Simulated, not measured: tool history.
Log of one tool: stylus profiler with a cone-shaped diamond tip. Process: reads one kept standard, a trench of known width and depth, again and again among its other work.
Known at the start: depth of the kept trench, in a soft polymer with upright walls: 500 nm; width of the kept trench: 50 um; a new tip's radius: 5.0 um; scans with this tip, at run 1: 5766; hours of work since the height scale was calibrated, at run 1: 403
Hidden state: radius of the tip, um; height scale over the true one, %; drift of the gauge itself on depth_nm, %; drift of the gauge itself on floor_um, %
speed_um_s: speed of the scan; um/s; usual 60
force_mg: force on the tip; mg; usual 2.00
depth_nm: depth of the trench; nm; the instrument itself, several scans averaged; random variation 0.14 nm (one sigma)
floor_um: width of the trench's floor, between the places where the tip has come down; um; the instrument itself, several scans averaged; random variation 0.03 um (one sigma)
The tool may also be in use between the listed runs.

run,hour,speed_um_s,force_mg,scans with this tip,hours of work since the height scale was calibrated,depth_nm,floor_um
1,0.0,60,2.00,5766,403,502.32,45.32
2,32.0,60,2.00,5984,418,502.65,45.31
3,66.0,60,1.96,6217,434,502.45,45.37
4,84.0,61,2.00,6340,443,502.76,45.33
5,100.2,60,1.81,6450,450,502.48,45.31
6,119.4,60,2.00,6580,460,502.59,45.37
7,139.5,60,2.00,6718,469,502.68,45.36
8,155.9,60,3.50,6830,477,503.77,45.41
9,187.3,60,3.50,7044,492,503.91,45.45
10,203.8,60,3.50,7157,500,503.89,45.41
11,221.0,195,0.83,7274,508,501.34,44.16
12,245.7,119,2.26,7442,520,502.88,45.03
13,265.6,16,0.71,7578,529,501.29,45.50
14,285.9,60,1.12,7717,539,501.71,45.22
15,314.7,39,3.79,7913,553,503.97,45.49
16,339.5,93,2.75,8082,565,503.45,45.24
17,353.9,93,2.75,8181,571,503.35,45.22
18,377.9,47,5.17,8344,583,504.77,45.52
19,407.3,61,2.69,8545,597,503.32,45.35
20,423.6,217,0.90,8656,605,501.51,44.01

Forecast each of these 5 alternatives for the next run:
A,456.6,51,5.76,8881,620,?,?
B,456.6,20,0.69,8881,620,?,?
C,456.6,26,1.52,8881,620,?,?
D,456.6,64,1.34,8881,620,?,?
E,456.6,217,4.99,8881,620,?,?

run,depth_nm,floor_um
A,505.43,45.45
B,501.48,45.50
C,502.15,45.51
D,501.96,45.29
E,504.81,45.00
Without the tool's hidden state the same runs would have given:
run,depth_nm,floor_um
A,505.42,45.45
B,501.47,45.50
C,502.15,45.51
D,501.95,45.29
E,504.80,45.00

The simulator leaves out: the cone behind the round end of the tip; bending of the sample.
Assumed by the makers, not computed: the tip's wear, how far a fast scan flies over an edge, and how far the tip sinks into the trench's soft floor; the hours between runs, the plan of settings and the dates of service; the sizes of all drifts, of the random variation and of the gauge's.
